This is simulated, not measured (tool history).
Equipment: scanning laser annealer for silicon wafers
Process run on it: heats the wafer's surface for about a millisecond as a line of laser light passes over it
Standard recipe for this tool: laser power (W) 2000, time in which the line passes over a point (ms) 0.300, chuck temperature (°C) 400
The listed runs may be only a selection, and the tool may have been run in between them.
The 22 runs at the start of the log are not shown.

run	hour	laser power (W)	time in which the line passes over a point (ms)	chuck temperature (°C)	hours of work since the window was cleaned	hours of work since the power meter was calibrated	hours of work since the optics were aligned	highest temperature of the surface (°C)
23	180.7	1792	0.328	362	75	102	51	1006
24	192.4	1972	0.328	413	81	108	58	1142
25	199.5	1820	0.328	413	85	112	62	1069
26	209.2	1820	0.296	432	90	117	67	1059
27	215.2	2115	0.212	400	94	121	70	1032
28	226.2	2115	0.212	400	100	127	76	1038
29	235.0	2000	0.247	400	105	132	81	1041
30	240.8	2000	0.248	400	108	135	84	1042
31	250.7	2060	0.295	375	113	140	90	1101
32	256.8	2060	0.295	375	117	144	93	1101
33	262.5	2100	0.370	384	120	147	96	1216
34	270.0	2100	0.370	384	124	151	100	1213
35	282.6	1734	0.247	400	131	158	107	933
36	288.8	1763	0.300	369	134	161	111	970
37	298.2	1763	0.300	420	139	166	116	1023
38	305.0	2000	0.281	400	143	170	120	1079
39	316.9	2000	0.281	400	150	177	126	1075
40	329.1	1748	0.300	400	156	184	133	992

Below are 5 alternative next runs, each starting from the tool's condition after run 40. Predict each:
A	336.8	2000	0.213	416	161	188	137	?
B	336.8	1723	0.300	417	161	188	137	?
C	336.8	1748	0.300	383	161	188	137	?
D	336.8	2060	0.313	400	161	188	137	?
E	336.8	1704	0.300	387	161	188	137	?

run	highest temperature of the surface (°C)
A	1008
B	1003
C	975
D	1144
E	961
Without the tool's hidden state the same runs would have given:
run	highest temperature of the surface (°C)
A	1022
B	1017
C	989
D	1162
E	975
